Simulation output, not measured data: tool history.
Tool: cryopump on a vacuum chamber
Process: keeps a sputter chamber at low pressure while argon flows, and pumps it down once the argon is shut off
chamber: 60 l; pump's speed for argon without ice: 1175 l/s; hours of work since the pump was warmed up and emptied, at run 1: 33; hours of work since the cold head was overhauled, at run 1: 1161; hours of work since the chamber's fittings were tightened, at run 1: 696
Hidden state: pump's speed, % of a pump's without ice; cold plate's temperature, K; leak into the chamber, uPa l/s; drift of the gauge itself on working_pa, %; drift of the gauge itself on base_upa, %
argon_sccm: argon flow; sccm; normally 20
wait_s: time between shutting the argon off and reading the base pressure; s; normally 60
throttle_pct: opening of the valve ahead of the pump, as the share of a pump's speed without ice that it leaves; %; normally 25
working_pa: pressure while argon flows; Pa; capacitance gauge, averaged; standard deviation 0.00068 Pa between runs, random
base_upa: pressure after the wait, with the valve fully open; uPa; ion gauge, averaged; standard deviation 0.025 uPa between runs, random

run	hour	argon_sccm	wait_s	throttle_pct	hours of work since the pump was warmed up and emptied	hours of work since the cold head was overhauled	hours of work since the chamber's fittings were tightened	working_pa	base_upa
1	0.0	20	60	25	33	1161	696	0.1162	1.47
2	31.7	20	60	25	52	1180	715	0.1170	1.55
3	77.6	20	60	25	80	1207	742	0.1150	1.58
4	103.4	20	54	25	95	1223	758	0.1169	1.65
5	134.9	20	54	25	114	1242	777	0.1170	1.65
6	182.5	20	54	25	143	1270	805	0.1181	1.69
7	224.3	20	54	25	168	1295	830	0.1175	1.71
8	257.2	20	54	25	188	1315	850	0.1173	1.71
9	288.7	20	54	25	207	1334	869	0.1181	1.75
10	317.9	13	60	25	224	1352	886	0.0771	1.66
11	341.4	20	60	17	238	1366	900	0.1734	1.74
12	392.9	20	60	22	269	1397	931	0.1346	1.71
13	423.7	20	60	25	288	1415	950	0.1180	1.78
14	465.4	20	60	25	313	1440	975	0.1189	1.83
15	509.2	38	40	25	339	1466	1001	0.2270	2.17
16	539.0	20	172	28	357	1484	1019	0.1081	1.36
17	581.4	27	53	40	382	1510	1044	0.1053	1.96
18	609.4	11	21	15	399	1526	1061	0.1081	3.21
19	641.2	33	30	34	418	1546	1080	0.1489	2.66
20	679.2	33	30	34	441	1568	1103	0.1493	2.63
21	711.6	33	30	34	460	1588	1123	0.1491	2.66
22	759.8	31	37	25	489	1617	1152	0.1884	2.42
23	782.5	31	37	25	503	1630	1165	0.1894	2.47
24	820.1	31	37	25	525	1653	1188	0.1897	2.56
25	860.7	26	78	45	550	1677	1212	0.0932	1.92

The next listed run, before its measurement:
26	911.6	26	78	45	580	1708	1243	?	?

{"run 26": {"working_pa": 0.0934, "base_upa": 1.94}}
If the tool had no hidden condition, the same run with the same run-to-run variation would have returned working_pa 0.0831 Pa, base_upa 0.77 uPa.

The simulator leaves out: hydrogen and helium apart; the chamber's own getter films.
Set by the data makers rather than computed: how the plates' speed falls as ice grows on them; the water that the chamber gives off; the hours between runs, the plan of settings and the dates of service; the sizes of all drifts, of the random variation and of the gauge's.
